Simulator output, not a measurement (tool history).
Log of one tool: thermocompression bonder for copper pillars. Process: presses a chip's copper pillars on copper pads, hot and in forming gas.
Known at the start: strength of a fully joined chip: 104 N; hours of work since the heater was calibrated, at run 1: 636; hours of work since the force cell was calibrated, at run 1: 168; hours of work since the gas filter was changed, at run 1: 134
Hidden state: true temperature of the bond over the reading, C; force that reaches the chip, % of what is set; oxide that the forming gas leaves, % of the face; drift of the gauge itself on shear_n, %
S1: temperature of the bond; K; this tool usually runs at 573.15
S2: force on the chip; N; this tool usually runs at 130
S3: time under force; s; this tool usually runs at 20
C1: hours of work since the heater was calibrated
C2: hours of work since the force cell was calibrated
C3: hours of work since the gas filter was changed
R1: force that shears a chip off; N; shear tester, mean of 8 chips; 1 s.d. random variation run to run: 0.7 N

| run | hour | S1 | S2 | S3 | C1 | C2 | C3 | R1 |
|---|---|---|---|---|---|---|---|---|
| 1 | 0.0 | 573.15 | 130 | 20 | 636 | 168 | 134 | 49.3 |
| 2 | 17.5 | 573.15 | 130 | 20 | 645 | 177 | 143 | 50.5 |
| 3 | 25.6 | 573.15 | 130 | 20 | 649 | 181 | 147 | 49.9 |
| 4 | 37.9 | 592.15 | 130 | 20 | 655 | 187 | 153 | 58.9 |
| 5 | 48.3 | 573.15 | 80 | 20 | 660 | 192 | 159 | 33.1 |
| 6 | 61.7 | 593.15 | 130 | 20 | 667 | 199 | 165 | 58.5 |
| 7 | 72.7 | 593.15 | 130 | 20 | 672 | 204 | 171 | 59.3 |
| 8 | 84.3 | 593.15 | 130 | 20 | 678 | 210 | 177 | 58.8 |
| 9 | 101.1 | 593.15 | 130 | 20 | 687 | 218 | 185 | 57.7 |
| 10 | 117.0 | 578.15 | 143 | 20 | 695 | 226 | 193 | 55.9 |
| 11 | 127.2 | 603.15 | 130 | 38 | 700 | 231 | 198 | 74.6 |
| 12 | 140.5 | 573.15 | 122 | 20 | 706 | 238 | 205 | 48.1 |
| 13 | 151.6 | 573.15 | 151 | 11 | 712 | 244 | 210 | 45.6 |
| 14 | 163.2 | 560.15 | 150 | 43 | 718 | 249 | 216 | 62.8 |
| 15 | 175.9 | 567.15 | 175 | 58 | 724 | 256 | 222 | 80.2 |
| 16 | 190.6 | 601.15 | 86 | 20 | 731 | 263 | 230 | 45.0 |

What if the next run were any one of these 3? Each begins from the tool's condition after run 16:
| A | 207.6 | 593.15 | 130 | 20 | 740 | 272 | 238 | ? |
| B | 207.6 | 573.15 | 102 | 40 | 740 | 272 | 238 | ? |
| C | 207.6 | 576.15 | 130 | 17 | 740 | 272 | 238 | ? |

| run | R1 |
|---|---|
| A | 58.6 |
| B | 53.1 |
| C | 48.1 |
Without the tool's unlogged condition, the same runs would have read:
| run | R1 |
|---|---|
| A | 58.7 |
| B | 53.2 |
| C | 48.1 |
